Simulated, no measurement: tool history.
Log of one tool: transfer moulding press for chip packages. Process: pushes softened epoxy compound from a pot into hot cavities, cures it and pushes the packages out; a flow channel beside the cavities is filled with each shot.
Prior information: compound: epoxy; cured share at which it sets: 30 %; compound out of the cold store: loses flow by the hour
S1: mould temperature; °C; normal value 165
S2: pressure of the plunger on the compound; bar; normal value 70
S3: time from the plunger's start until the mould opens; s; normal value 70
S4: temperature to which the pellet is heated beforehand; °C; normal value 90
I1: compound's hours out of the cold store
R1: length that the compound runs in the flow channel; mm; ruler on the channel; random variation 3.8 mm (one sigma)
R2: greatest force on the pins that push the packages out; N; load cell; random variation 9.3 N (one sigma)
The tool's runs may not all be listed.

Run 1, hour 0: usual settings; I1 44.1. Result: R1 614 mm, R2 376 N.
Run 2, hour 64.6: usual settings; I1 27. Result: R1 671 mm, R2 403 N.
At hour 91.2: cavities cleaned with cleaning compound and waxed.
Run 3, hour 141.1: usual settings; I1 8.3. Result: R1 745 mm, R2 434 N.
At hour 181.5: cavities cleaned with cleaning compound and waxed.
Run 4, hour 208.5: usual settings; I1 27.7. Result: R1 667 mm, R2 405 N.
At hour 274.2: cavities cleaned with cleaning compound and waxed.
Run 5, hour 296.7: usual settings; I1 30. Result: R1 657 mm, R2 410 N.
At hour 365.3: cavities cleaned with cleaning compound and waxed.
Run 6, hour 380.6: usual settings but S3 95 s; I1 29.9. Result: R1 664 mm, R2 278 N.
At hour 411.4: plunger's sealing rings changed.
Run 7, hour 433.9: usual settings but S3 95 s; I1 35.2. Result: R1 637 mm, R2 293 N.
At hour 460.4: cavities cleaned with cleaning compound and waxed.
Run 8, hour 513.5: usual settings; I1 28.3. Result: R1 671 mm, R2 410 N.
At hour 551.8: cavities cleaned with cleaning compound and waxed.
Run 9, hour 565.6: usual settings but S1 161 °C; I1 16.3. Result: R1 726 mm, R2 526 N.
Run 10, hour 634.1: usual settings but S1 161 °C; I1 18.2. Result: R1 717 mm, R2 545 N.
At hour 646.2: cavities cleaned with cleaning compound and waxed.
Run 11, hour 678.8: usual settings but S1 161 °C; I1 37.1. Result: R1 646 mm, R2 524 N.
At hour 739.7: cavities cleaned with cleaning compound and waxed.
Run 12, hour 756.6: usual settings but S1 161 °C; I1 31.8. Result: R1 670 mm, R2 529 N.
Run 13, hour 799.2: usual settings but S1 161 °C; I1 23.8. Result: R1 690 mm, R2 553 N.
At hour 835.8: cavities cleaned with cleaning compound and waxed.
At hour 871.2: plunger's sealing rings changed.
Run 14, hour 875.1: usual settings but S1 161 °C; I1 44.3. Result: R1 616 mm, R2 492 N.
At hour 932.5: cavities cleaned with cleaning compound and waxed.
Run 15, hour 950.6: usual settings but S2 66.4 bar, S3 50 s, S4 96 °C; I1 33. Result: R1 631 mm, R2 840 N.
At hour 1024.2: cavities cleaned with cleaning compound and waxed.
Run 16, hour 1024.2: usual settings but S2 66.4 bar, S3 50 s, S4 96 °C; I1 36. Result: R1 623 mm, R2 862 N.
At hour 1042.2: mould's thermocouples calibrated.
Run 17, hour 1078.5: usual settings but S2 80.7 bar, S3 50 s, S4 96 °C; I1 35.2. Result: R1 688 mm, R2 830 N.
At hour 1118.2: cavities cleaned with cleaning compound and waxed.
Run 18, hour 1160.5: usual settings but S2 80.7 bar, S3 50 s, S4 96 °C; I1 27. Result: R1 725 mm, R2 884 N.
Run 19, hour 1204.6: usual settings but S2 66.7 bar, S3 51 s; I1 30.9. Result: R1 645 mm, R2 898 N.
At hour 1211.3: cavities cleaned with cleaning compound and waxed.
Run 20, hour 1294.8: usual settings but S2 66.7 bar, S3 51 s; I1 41.6. Result: R1 600 mm, R2 817 N.
At hour 1303.1: cavities cleaned with cleaning compound and waxed.
At hour 1334.5: plunger's sealing rings changed.
At hour 1399: cavities cleaned with cleaning compound and waxed.
Run 21, hour 1399: usual settings but S1 169 °C, S3 102 s, S4 92 °C; I1 14.8. Result: R1 707 mm, R2 277 N.
Run 22, hour 1480.7: usual settings but S1 169 °C, S3 102 s, S4 92 °C; I1 21.7. Result: R1 679 mm, R2 280 N.
At hour 1489.2: cavities cleaned with cleaning compound and waxed.
Run 23, hour 1536.7: usual settings but S2 60.8 bar, S3 87 s; I1 43.6. Result: R1 573 mm, R2 306 N.
At hour 1582.5: cavities cleaned with cleaning compound and waxed.
Run 24, hour 1586: usual settings but S1 167 °C, S2 66.3 bar, S3 66 s, S4 98 °C; I1 17.6. Result: R1 682 mm, R2 381 N.
At hour 1672.3: cavities cleaned with cleaning compound and waxed.
Run 25, hour 1672.9: usual settings but S1 167 °C, S2 61.8 bar, S3 66 s, S4 98 °C; I1 12.4. Result: R1 671 mm, R2 410 N.
Run 26, hour 1733.2: usual settings but S1 159 °C, S2 58.1 bar, S3 69 s, S4 91 °C; I1 16.3. Result: R1 666 mm, R2 688 N.
At hour 1765.9: cavities cleaned with cleaning compound and waxed.
Run 27, hour 1779.4: usual settings but S1 166 °C, S3 96 s, S4 96 °C; I1 32.2. Result: R1 647 mm, R2 286 N.

What if the next run were any one of these 4? Each begins from the tool's condition after run 27:
At hour 1794.8: plunger's sealing rings changed.
At hour 1859.1: cavities cleaned with cleaning compound and waxed.
Run A, hour 1867.3: usual settings but S1 172 °C, S2 75 bar, S4 81 °C; I1 11.5. Result: R1 ?, R2 ?.
At hour 1794.8: plunger's sealing rings changed.
At hour 1859.1: cavities cleaned with cleaning compound and waxed.
Run B, hour 1867.3: usual settings but S1 166 °C, S2 68.3 bar, S3 96 s, S4 96 °C; I1 24. Result: R1 ?, R2 ?.
At hour 1794.8: plunger's sealing rings changed.
At hour 1859.1: cavities cleaned with cleaning compound and waxed.
Run C, hour 1867.3: usual settings but S1 166 °C, S3 60 s, S4 96 °C; I1 36.8. Result: R1 ?, R2 ?.
At hour 1794.8: plunger's sealing rings changed.
At hour 1859.1: cavities cleaned with cleaning compound and waxed.
Run D, hour 1867.3: usual settings but S3 61 s, S4 96 °C; I1 43. Result: R1 ?, R2 ?.

run   R1   R2
  A  750  309
  B  672  296
  C  629  507
  D  613  516
Had the tool no hidden state, the same runs would have come out as:
run   R1   R2
  A  750  309
  B  672  296
  C  629  506
  D  613  515
